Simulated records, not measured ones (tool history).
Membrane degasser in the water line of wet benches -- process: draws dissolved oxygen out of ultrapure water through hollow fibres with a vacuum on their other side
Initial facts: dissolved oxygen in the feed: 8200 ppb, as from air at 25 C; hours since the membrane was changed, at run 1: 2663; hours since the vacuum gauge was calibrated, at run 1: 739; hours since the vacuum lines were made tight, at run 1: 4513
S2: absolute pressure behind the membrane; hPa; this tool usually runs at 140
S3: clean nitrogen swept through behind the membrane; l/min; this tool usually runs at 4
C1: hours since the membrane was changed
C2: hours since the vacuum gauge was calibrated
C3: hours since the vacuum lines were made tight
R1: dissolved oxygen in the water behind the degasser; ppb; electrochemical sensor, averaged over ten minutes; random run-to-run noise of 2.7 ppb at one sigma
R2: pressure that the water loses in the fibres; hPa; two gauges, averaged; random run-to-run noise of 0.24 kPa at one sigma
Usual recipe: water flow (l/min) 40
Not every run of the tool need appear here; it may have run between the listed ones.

run 1 hour=0 | water_flow_(l/min)=40 S2=140 S3=4 | C1=2663 C2=739 C3=4513 | R1=278.2 R2=659.3
run 2 hour=35.1 | water_flow_(l/min)=40 S2=140 S3=4 | C1=2698 C2=774 C3=4548 | R1=276.2 R2=659.4
run 3 hour=71.9 | water_flow_(l/min)=40 S2=154 S3=4 | C1=2735 C2=811 C3=4585 | R1=313.9 R2=662.5
run 4 hour=122.2 | water_flow_(l/min)=40 S2=154 S3=4 | C1=2785 C2=862 C3=4636 | R1=304.5 R2=662.4
run 5 hour=184.5 | water_flow_(l/min)=40 S2=154 S3=4 | C1=2848 C2=924 C3=4698 | R1=311.1 R2=663.1
run 6 hour=263.7 | water_flow_(l/min)=40 S2=154 S3=4 | C1=2927 C2=1003 C3=4777 | R1=308.8 R2=662.7
run 7 hour=331.4 | water_flow_(l/min)=40 S2=154 S3=8.12 | C1=2995 C2=1071 C3=4845 | R1=176 R2=664.5
run 8 hour=390.7 | water_flow_(l/min)=38 S2=140 S3=4 | C1=3054 C2=1130 C3=4904 | R1=261.1 R2=629.8
-- hour=416.7 seals of the vacuum lines changed
run 9 hour=430.2 | water_flow_(l/min)=38 S2=140 S3=4 | C1=3091 C2=1168 C3=14 | R1=257.1 R2=628.8
run 10 hour=493.3 | water_flow_(l/min)=38 S2=140 S3=4 | C1=3155 C2=1231 C3=77 | R1=260.1 R2=630.9
-- hour=500.4 vacuum gauge calibrated
run 11 hour=530.8 | water_flow_(l/min)=38 S2=140 S3=4 | C1=3191 C2=30 C3=114 | R1=262.8 R2=630.4
run 12 hour=579.5 | water_flow_(l/min)=32 S2=140 S3=4 | C1=3240 C2=79 C3=162 | R1=215.7 R2=535.7
run 13 hour=619.6 | water_flow_(l/min)=40 S2=119 S3=4 | C1=3280 C2=119 C3=202 | R1=229.6 R2=662.9
run 14 hour=678.2 | water_flow_(l/min)=40 S2=119 S3=4 | C1=3339 C2=178 C3=261 | R1=235 R2=663.9
run 15 hour=745.6 | water_flow_(l/min)=40 S2=140 S3=4 | C1=3406 C2=245 C3=328 | R1=279.7 R2=665.2
-- hour=789.6 vacuum gauge calibrated, once more
run 16 hour=814 | water_flow_(l/min)=40 S2=140 S3=4 | C1=3474 C2=24 C3=396 | R1=280.8 R2=667.9
run 17 hour=849.4 | water_flow_(l/min)=40 S2=140 S3=4 | C1=3510 C2=60 C3=432 | R1=273.3 R2=666.4
run 18 hour=892.5 | water_flow_(l/min)=29 S2=188 S3=7.74 | C1=3553 C2=103 C3=475 | R1=146.1 R2=485
run 19 hour=945.6 | water_flow_(l/min)=31 S2=323 S3=4.27 | C1=3606 C2=156 C3=528 | R1=486.3 R2=517.2
run 20 hour=995.5 | water_flow_(l/min)=44 S2=139 S3=7.3 | C1=3656 C2=206 C3=578 | R1=191.3 R2=735.6
run 21 hour=1038.3 | water_flow_(l/min)=39 S2=110 S3=9.31 | C1=3698 C2=249 C3=621 | R1=103 R2=652.6
run 22 hour=1073.2 | water_flow_(l/min)=39 S2=110 S3=9.31 | C1=3733 C2=284 C3=656 | R1=103.4 R2=653.6
run 23 hour=1114.3 | water_flow_(l/min)=63 S2=110 S3=3.47 | C1=3774 C2=325 C3=697 | R1=445.8 R2=1054.9
run 24 hour=1191.8 | water_flow_(l/min)=63 S2=110 S3=3.47 | C1=3852 C2=402 C3=774 | R1=432.9 R2=1053
run 25 hour=1235.3 | water_flow_(l/min)=63 S2=110 S3=3.47 | C1=3895 C2=446 C3=818 | R1=435.3 R2=1055.1
run 26 hour=1267.7 | water_flow_(l/min)=39 S2=108 S3=6.02 | C1=3928 C2=478 C3=850 | R1=143.6 R2=651.3
run 27 hour=1306.6 | water_flow_(l/min)=47 S2=201 S3=4.82 | C1=3967 C2=517 C3=889 | R1=417.5 R2=790
run 28 hour=1347.1 | water_flow_(l/min)=39 S2=140 S3=4 | C1=4007 C2=557 C3=929 | R1=263 R2=655.8
run 29 hour=1414.2 | water_flow_(l/min)=46 S2=301 S3=4 | C1=4074 C2=625 C3=997 | R1=710.6 R2=771.6
run 30 hour=1458.3 | water_flow_(l/min)=46 S2=327 S3=4.34 | C1=4118 C2=669 C3=1041 | R1=711.6 R2=774.9
run 31 hour=1535.9 | water_flow_(l/min)=46 S2=193 S3=2.53 | C1=4196 C2=746 C3=1118 | R1=671.3 R2=774.7
run 32 hour=1586.8 | water_flow_(l/min)=46 S2=193 S3=2.53 | C1=4247 C2=797 C3=1169 | R1=657.7 R2=773.6
run 33 hour=1628.1 | water_flow_(l/min)=46 S2=193 S3=2.53 | C1=4288 C2=838 C3=1210 | R1=660.7 R2=778

Entry by entry between the runs, the difference in hidden state between the last listed run before and the first listed run after:
Runs 8 to 9: seals of the vacuum lines changed (hour 416.7)
  true pressure behind the membrane over the reading, kPa: 0.14 -> 0.15; air that leaks in behind the membrane, l/min: 0.013 -> 0.0014
  what was measured, less what the result would be without the hidden state, R1: +8.3 -> +6.6 ppb; R2: +20.9 -> +21 hPa
Runs 10 to 11: vacuum gauge calibrated (hour 500.4)
  true pressure behind the membrane over the reading, kPa: 0.15 -> 0.19; air that leaks in behind the membrane, l/min: 0.0015 -> 0.0016
  what was measured, less what the result would be without the hidden state, R1: +6.9 -> +7.8 ppb; R2: +21.4 -> +21.7 hPa
Runs 15 to 16: vacuum gauge calibrated, once more (hour 789.6)
  membrane still open, %: 96.3 -> 96.2; true pressure behind the membrane over the reading, kPa: 0.21 -> 0.03; air that leaks in behind the membrane, l/min: 0.002 -> 0.0021
  what was measured, less what the result would be without the hidden state, R1: +9.5 -> +5.9 ppb; R2: +24.6 -> +25.1 hPa
